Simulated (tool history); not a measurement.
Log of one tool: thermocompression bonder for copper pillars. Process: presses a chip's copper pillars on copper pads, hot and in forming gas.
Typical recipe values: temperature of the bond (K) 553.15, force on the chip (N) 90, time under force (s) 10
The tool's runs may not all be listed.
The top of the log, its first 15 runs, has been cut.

run    hour  temperature of the bond (K)  force on the chip (N)  time under force (s)  force that shears a chip off (N)
 16   771.2                       553.15                     90                    13                              79.0
 17   844.7                       553.15                     90                    13                              76.7
      858.0  -- force cell calibrated
      865.1  -- forming gas filter changed
 18   891.2                       553.15                     73                    10                              66.0
 19   931.8                       553.15                     90                    22                              86.5
 20  1004.3                       553.15                     68                    10                              59.3
 21  1042.3                       537.15                     90                    10                              57.8
     1096.8  -- heater calibrated with a thermocouple chip
 22  1117.7                       537.15                     99                    23                              82.7
 23  1161.4                       541.15                     79                    10                              57.9
     1176.9  -- forming gas filter changed
 24  1234.8                       553.15                    108                    28                             101.2
 25  1283.9                       553.15                     99                     7                              74.5

Expected results for the next run?
 26  1332.3                       553.15                     99                     7                                 ?

{"run 26": {"force that shears a chip off (N)": 73.1}}
Minus the tool's unlogged condition, the same run would have read force that shears a chip off (N) 77.3.

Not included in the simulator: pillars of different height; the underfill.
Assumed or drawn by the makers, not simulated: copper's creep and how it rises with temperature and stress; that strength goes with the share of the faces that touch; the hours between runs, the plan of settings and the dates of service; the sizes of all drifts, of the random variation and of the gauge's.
